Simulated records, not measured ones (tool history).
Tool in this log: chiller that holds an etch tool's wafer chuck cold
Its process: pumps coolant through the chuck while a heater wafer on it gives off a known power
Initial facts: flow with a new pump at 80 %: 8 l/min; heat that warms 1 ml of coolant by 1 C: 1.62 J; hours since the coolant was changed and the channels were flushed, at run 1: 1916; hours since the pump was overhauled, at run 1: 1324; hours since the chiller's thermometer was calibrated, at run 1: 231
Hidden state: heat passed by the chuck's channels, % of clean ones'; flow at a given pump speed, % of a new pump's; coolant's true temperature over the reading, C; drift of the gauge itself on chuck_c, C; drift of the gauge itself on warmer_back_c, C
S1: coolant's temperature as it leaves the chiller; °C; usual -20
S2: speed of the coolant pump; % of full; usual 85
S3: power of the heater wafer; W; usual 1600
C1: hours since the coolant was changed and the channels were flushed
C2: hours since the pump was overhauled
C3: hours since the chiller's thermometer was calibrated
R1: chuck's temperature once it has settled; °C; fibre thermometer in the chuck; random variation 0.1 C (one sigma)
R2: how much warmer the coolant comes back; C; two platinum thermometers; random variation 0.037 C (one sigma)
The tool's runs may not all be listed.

Run 1, day 0: usual settings; C1 1916; C2 1324; C3 231. Result: R1 0.7 °C, R2 7.07 C.
Run 2, day 1.288: usual settings; C1 1947; C2 1355; C3 262. Result: R1 0.8 °C, R2 7.07 C.
Run 3, day 2.442: usual settings but S1 -23 °C; C1 1974; C2 1383; C3 290. Result: R1 -2 °C, R2 7.05 C.
Run 4, day 3.688: usual settings but S1 -12 °C; C1 2004; C2 1413; C3 320. Result: R1 9 °C, R2 7.08 C.
Run 5, day 4.508: usual settings but S1 -12 °C; C1 2024; C2 1433; C3 339. Result: R1 8.8 °C, R2 7.12 C.
Run 6, day 5.271: usual settings but S3 1625 W; C1 2042; C2 1451; C3 358. Result: R1 1.2 °C, R2 7.16 C.
Run 7, day 5.879: usual settings but S3 1625 W; C1 2057; C2 1465; C3 372. Result: R1 1.2 °C, R2 7.21 C.
Run 8, day 7.167: usual settings but S3 1625 W; C1 2088; C2 1496; C3 403. Result: R1 1.3 °C, R2 7.23 C.
Run 9, day 8.4: usual settings but S1 -28 °C; C1 2117; C2 1526; C3 433. Result: R1 -6.8 °C, R2 7.07 C.
Run 10, day 9.704: usual settings; C1 2148; C2 1557; C3 464. Result: R1 1.1 °C, R2 7.1 C.
Run 11, day 10.446: usual settings; C1 2166; C2 1575; C3 482. Result: R1 1.1 °C, R2 7.1 C.
Run 12, day 11.279: usual settings but S1 -19 °C, S2 89 % of full, S3 942 W; C1 2186; C2 1595; C3 502. Result: R1 -6.8 °C, R2 4 C.
At day 11.612: coolant pump overhauled.
Run 13, day 12.383: usual settings but S1 -19 °C, S2 89 % of full, S3 942 W; C1 2208; C2 19; C3 523. Result: R1 -6.8 °C, R2 4.03 C.
Run 14, day 13.592: usual settings but S2 91 % of full, S3 1899 W; C1 2237; C2 48; C3 552. Result: R1 4.6 °C, R2 7.93 C.
Run 15, day 14.608: usual settings but S2 91 % of full, S3 1899 W; C1 2261; C2 72; C3 577. Result: R1 4.5 °C, R2 8.03 C.
Run 16, day 15.225: usual settings but S2 91 % of full, S3 1899 W; C1 2276; C2 87; C3 592. Result: R1 4.5 °C, R2 7.96 C.
At day 15.779: coolant pump overhauled, once more.
Run 17, day 16.1: usual settings but S3 1783 W; C1 2292; C2 8; C3 608. Result: R1 3.4 °C, R2 7.76 C.
Run 18, day 17.346: usual settings but S3 1783 W; C1 2322; C2 38; C3 638. Result: R1 3.3 °C, R2 7.68 C.
Run 19, day 18.625: usual settings but S2 88 % of full, S3 939 W; C1 2353; C2 68; C3 668. Result: R1 -7.9 °C, R2 3.89 C.
Run 20, day 19.704: usual settings but S2 88 % of full, S3 939 W; C1 2378; C2 94; C3 694. Result: R1 -7.9 °C, R2 3.92 C.
Run 21, day 20.929: usual settings but S1 -21 °C, S3 2046 W; C1 2408; C2 124; C3 724. Result: R1 6.1 °C, R2 8.95 C.

Predict each of these 4 candidate next runs independently; none follows another, all start after run 21:
Run A, day 21.758: usual settings but S1 -23 °C, S3 1563 W; C1 2428; C2 143; C3 743. Result: R1 ?, R2 ?.
Run B, day 21.758: usual settings but S1 -19 °C, S2 61 % of full, S3 1477 W; C1 2428; C2 143; C3 743. Result: R1 ?, R2 ?.
Run C, day 21.758: usual settings but S3 2046 W; C1 2428; C2 143; C3 743. Result: R1 ?, R2 ?.
Run D, day 21.758: usual settings but S1 -17 °C, S2 68 % of full, S3 892 W; C1 2428; C2 143; C3 743. Result: R1 ?, R2 ?.

run    R1    R2
  A  -2.3  6.75
  B   4.4     9
  C   7.2  8.91
  D  -3.6  4.83
The same runs, with their run-to-run variation unchanged, on a tool lacking any hidden condition would have given:
run    R1    R2
  A  -4.7  6.78
  B   1.8  9.04
  C     4  8.95
  D  -5.1  4.85

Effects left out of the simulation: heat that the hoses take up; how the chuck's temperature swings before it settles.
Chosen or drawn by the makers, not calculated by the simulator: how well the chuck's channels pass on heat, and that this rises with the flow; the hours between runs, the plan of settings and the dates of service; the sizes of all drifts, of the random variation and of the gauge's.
